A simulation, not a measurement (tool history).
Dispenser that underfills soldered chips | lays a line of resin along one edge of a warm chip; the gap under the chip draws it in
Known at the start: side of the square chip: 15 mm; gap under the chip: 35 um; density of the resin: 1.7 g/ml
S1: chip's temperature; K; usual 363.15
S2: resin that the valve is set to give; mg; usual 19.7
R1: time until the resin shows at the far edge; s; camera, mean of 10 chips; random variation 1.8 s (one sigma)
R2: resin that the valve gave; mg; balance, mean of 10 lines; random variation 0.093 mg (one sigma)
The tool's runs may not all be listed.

run 1 hour=0.0 | S1=363.15 S2=19.7 | R1=227.2 R2=18.44
-- hour=4.3 new syringe of resin
run 2 hour=6.4 | S1=363.15 S2=19.7 | R1=184.0 R2=18.48
run 3 hour=10.2 | S1=363.15 S2=19.7 | R1=216.4 R2=18.44
run 4 hour=15.7 | S1=363.15 S2=19.7 | R1=251.2 R2=18.33
-- hour=17.4 new syringe of resin
run 5 hour=19.5 | S1=363.15 S2=19.7 | R1=191.2 R2=18.19
run 6 hour=22.3 | S1=363.15 S2=19.7 | R1=207.9 R2=18.27
run 7 hour=26.3 | S1=363.15 S2=24.9 | R1=224.6 R2=22.87
run 8 hour=29.9 | S1=363.15 S2=24.9 | R1=254.1 R2=22.88
-- hour=30.8 new syringe of resin
run 9 hour=34.1 | S1=363.15 S2=24.9 | R1=189.5 R2=22.84
run 10 hour=40.2 | S1=363.15 S2=24.9 | R1=228.8 R2=22.61
-- hour=43.8 new syringe of resin
run 11 hour=46.0 | S1=363.15 S2=19.7 | R1=187.1 R2=17.94
-- hour=51.5 dispensing valve cleaned and set on the balance
run 12 hour=52.8 | S1=363.15 S2=19.7 | R1=216.7 R2=19.65
run 13 hour=55.4 | S1=363.15 S2=19.7 | R1=239.2 R2=19.77
-- hour=58.0 new syringe of resin
run 14 hour=61.4 | S1=363.15 S2=19.7 | R1=192.9 R2=19.66
run 15 hour=65.0 | S1=363.15 S2=19.7 | R1=216.1 R2=19.45
run 16 hour=67.9 | S1=363.15 S2=19.7 | R1=232.9 R2=19.44
-- hour=71.1 new syringe of resin
run 17 hour=73.0 | S1=363.15 S2=19.7 | R1=189.1 R2=19.45
run 18 hour=75.5 | S1=363.15 S2=18.3 | R1=202.3 R2=18.03
run 19 hour=78.1 | S1=364.15 S2=25.2 | R1=206.6 R2=24.74
run 20 hour=82.7 | S1=366.15 S2=23.5 | R1=224.2 R2=23.08
-- hour=84.3 new syringe of resin
run 21 hour=87.2 | S1=366.15 S2=23.5 | R1=171.6 R2=22.98
run 22 hour=92.5 | S1=370.15 S2=18.3 | R1=188.8 R2=17.71
-- hour=97.6 new syringe of resin
run 23 hour=97.6 | S1=372.15 S2=20.5 | R1=136.2 R2=20.04
run 24 hour=101.7 | S1=363.15 S2=17.8 | R1=201.4 R2=17.21
run 25 hour=107.6 | S1=358.15 S2=18.4 | R1=278.4 R2=17.80
-- hour=110.9 new syringe of resin
run 26 hour=113.9 | S1=352.15 S2=19.5 | R1=263.6 R2=18.65
run 27 hour=120.0 | S1=365.15 S2=18.1 | R1=224.1 R2=17.45
-- hour=124.0 new syringe of resin
run 28 hour=125.0 | S1=365.15 S2=18.1 | R1=169.3 R2=17.18
run 29 hour=130.3 | S1=365.15 S2=18.1 | R1=201.4 R2=17.40
run 30 hour=135.6 | S1=365.15 S2=18.1 | R1=239.2 R2=17.00
-- hour=137.3 new syringe of resin
run 31 hour=140.1 | S1=370.15 S2=19.3 | R1=159.0 R2=18.33
run 32 hour=143.3 | S1=370.15 S2=19.3 | R1=170.7 R2=18.29
run 33 hour=146.3 | S1=371.15 S2=22.7 | R1=177.4 R2=21.46
-- hour=150.4 new syringe of resin
run 34 hour=151.3 | S1=353.15 S2=17.2 | R1=245.0 R2=16.23
run 35 hour=155.2 | S1=351.15 S2=24.9 | R1=278.4 R2=23.48

Hidden state or all else? Some run-to-run changes of R1, split into what the settings, what came in and random variation would give without the hidden state, and what is left for the hidden state (with any gauge scatter that isn't in both results):
The hidden state here: resin's viscosity, % of fresh resin's; dose that the valve gives, % of what is set; true chip temperature over the reading, C; drift of the gauge itself on fill_s, %; drift of the gauge itself on given_mg, %.
Run 4 -> 5: new syringe of resin. R1 -60.0 s: hidden state -61.1, all else +1.1.
Run 8 -> 9: new syringe of resin. R1 -64.6 s: hidden state -64.7, all else +0.1.
Run 24 -> 25: S1 363.15 -> 358.15, S2 17.8 -> 18.4. R1 +77.0 s: hidden state +48.3, all else +28.7.
Run 30 -> 31: S1 365.15 -> 370.15, S2 18.1 -> 19.3, new syringe of resin. R1 -80.2 s: hidden state -57.7, all else -22.5.
Run 33 -> 34: S1 371.15 -> 353.15, S2 22.7 -> 17.2, new syringe of resin. R1 +67.6 s: hidden state -37.1, all else +104.7.
